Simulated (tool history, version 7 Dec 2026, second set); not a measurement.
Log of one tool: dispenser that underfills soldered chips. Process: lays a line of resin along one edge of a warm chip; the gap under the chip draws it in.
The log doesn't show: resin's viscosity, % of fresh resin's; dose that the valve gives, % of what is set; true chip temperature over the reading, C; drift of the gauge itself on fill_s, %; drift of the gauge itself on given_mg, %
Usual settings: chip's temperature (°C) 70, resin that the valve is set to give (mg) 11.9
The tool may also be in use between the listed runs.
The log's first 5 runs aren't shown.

| run | hour | chip's temperature (°C) | resin that the valve is set to give (mg) | hours of work since the syringe was changed | hours of work since the valve was cleaned | hours of work since the stage was calibrated | time until the resin shows at the far edge (s) | resin that the valve gave (mg) |
|---|---|---|---|---|---|---|---|---|
| 6 | 46.4 | 60 | 11.9 | 6 | 30 | 348 | 57.1 | 11.81 |
|  | 50.3 | new syringe of resin |
| 7 | 52.2 | 60 | 11.9 | 1 | 34 | 352 | 49.7 | 11.71 |
| 8 | 57.0 | 60 | 11.9 | 5 | 37 | 356 | 55.5 | 11.75 |
|  | 64.0 | new syringe of resin |
| 9 | 68.1 | 66 | 11.9 | 3 | 44 | 363 | 44.6 | 11.64 |
| 10 | 74.7 | 70 | 11.3 | 7 | 49 | 367 | 43.7 | 11.07 |
|  | 77.6 | new syringe of resin |
| 11 | 81.9 | 70 | 11.9 | 3 | 54 | 372 | 36.9 | 11.66 |
|  | 90.8 | new syringe of resin |
| 12 | 91.1 | 70 | 11.9 | 0 | 60 | 378 | 34.0 | 11.54 |
| 13 | 99.5 | 70 | 11.9 | 6 | 65 | 384 | 42.7 | 11.64 |
|  | 103.7 | new syringe of resin |
| 14 | 109.7 | 70 | 11.9 | 4 | 72 | 391 | 39.3 | 11.61 |
| 15 | 114.5 | 70 | 12.7 | 7 | 76 | 394 | 43.6 | 12.24 |
|  | 117.0 | new syringe of resin |
| 16 | 121.5 | 70 | 11.9 | 3 | 80 | 399 | 38.8 | 11.51 |
| 17 | 127.6 | 70 | 11.9 | 7 | 84 | 403 | 43.9 | 11.56 |

Run 18 comes next. What will it give?
|  | 130.3 | new syringe of resin |
| 18 | 134.9 | 84 | 12.9 | 3 | 89 | 408 | ? | ? |

time until the resin shows at the far edge (s): 23.2
resin that the valve gave (mg): 12.46
Without the tool's hidden state the same run would have given time until the resin shows at the far edge (s) 19.7, resin that the valve gave (mg) 12.93.
